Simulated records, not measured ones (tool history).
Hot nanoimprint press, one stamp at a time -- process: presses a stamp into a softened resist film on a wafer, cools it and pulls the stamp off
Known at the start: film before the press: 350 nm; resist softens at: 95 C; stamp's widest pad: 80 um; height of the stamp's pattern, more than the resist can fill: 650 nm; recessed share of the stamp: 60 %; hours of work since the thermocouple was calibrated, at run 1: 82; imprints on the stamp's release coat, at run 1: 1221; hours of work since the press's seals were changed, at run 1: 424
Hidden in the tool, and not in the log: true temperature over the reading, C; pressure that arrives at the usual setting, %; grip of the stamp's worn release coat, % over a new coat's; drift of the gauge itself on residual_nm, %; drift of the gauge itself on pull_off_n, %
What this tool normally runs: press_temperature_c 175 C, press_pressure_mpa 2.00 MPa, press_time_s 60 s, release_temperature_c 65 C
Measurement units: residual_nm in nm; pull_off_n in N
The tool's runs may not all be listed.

run	hour	press_temperature_c	press_pressure_mpa	press_time_s	release_temperature_c	hours of work since the thermocouple was calibrated	imprints on the stamp's release coat	hours of work since the press's seals were changed	residual_nm	pull_off_n
1	0.0	175	2.00	60	65	82	1221	424	155.9	229
2	54.4	175	2.00	60	65	112	1447	454	156.1	229
3	128.1	175	2.00	60	65	153	1755	495	155.5	224
4	182.1	175	1.87	60	65	183	1980	525	160.6	229
# hour 242.6: press's hydraulic seals changed and the load cell set to zero
5	280.0	175	1.87	60	65	233	2354	21	161.2	233
# hour 300.2: stamp cleaned and given a new release coat
6	337.2	175	1.87	60	65	261	155	49	161.0	226
7	384.0	175	1.87	60	65	287	349	75	161.6	230
8	472.8	175	2.00	60	56	336	720	124	155.3	277
# hour 489.7: plate thermocouple calibrated
9	525.7	175	2.38	60	65	20	928	152	143.4	238
10	604.3	175	2.38	60	65	63	1255	195	144.9	239
11	657.7	175	2.00	60	65	93	1477	225	155.3	239
12	738.0	175	2.00	60	65	137	1812	269	156.4	229
13	836.4	175	2.00	60	64	192	2223	324	156.0	236
# hour 893.0: stamp cleaned and given a new release coat
14	911.8	175	2.00	60	50	230	79	362	156.3	317
15	953.5	175	2.00	60	50	253	252	385	155.4	319
16	997.0	175	2.00	60	50	278	434	409	155.5	318
17	1093.0	175	2.00	60	72	331	833	463	155.9	190
# hour 1119.9: plate thermocouple calibrated
18	1198.6	175	2.00	60	72	44	1261	519	156.9	188
# hour 1267.2: press's hydraulic seals changed and the load cell set to zero
19	1296.4	175	2.00	60	72	93	1635	16	155.3	191
20	1371.4	175	2.00	60	72	135	1948	58	156.2	188
21	1442.6	175	2.00	60	72	174	2245	97	156.1	200
# hour 1489.0: stamp cleaned and given a new release coat
22	1512.2	174	2.35	38	66	209	97	132	177.2	222
23	1560.4	175	2.30	60	65	236	298	159	144.5	230
24	1632.9	175	2.30	60	65	276	599	199	146.6	222
25	1702.7	171	2.30	50	65	315	890	238	178.1	225
# hour 1760.9: plate thermocouple calibrated
26	1760.9	169	1.98	32	69	0	1121	268	229.4	204
27	1805.9	169	1.98	32	69	25	1308	293	229.1	209
28	1884.4	169	1.98	32	69	68	1635	337	230.3	209
29	1968.6	178	1.98	32	69	115	1986	383	179.5	207

Each row is a separate what-if for the run after 29, all from the same tool condition, not one after another. Results?
A	2065.4	178	2.34	34	53	169	2390	437	?	?
B	2065.4	175	1.48	117	62	169	2390	437	?	?
C	2065.4	176	3.15	69	69	169	2390	437	?	?
D	2065.4	175	2.49	60	71	169	2390	437	?	?
E	2065.4	163	2.56	75	65	169	2390	437	?	?

run	residual_nm	pull_off_n
A	162.2	290
B	139.6	248
C	114.0	212
D	140.9	203
E	193.4	229
The same runs, with their run-to-run variation unchanged, on a tool lacking any hidden condition would have given:
run	residual_nm	pull_off_n
A	162.0	287
B	139.5	245
C	113.8	209
D	140.7	201
E	193.1	227
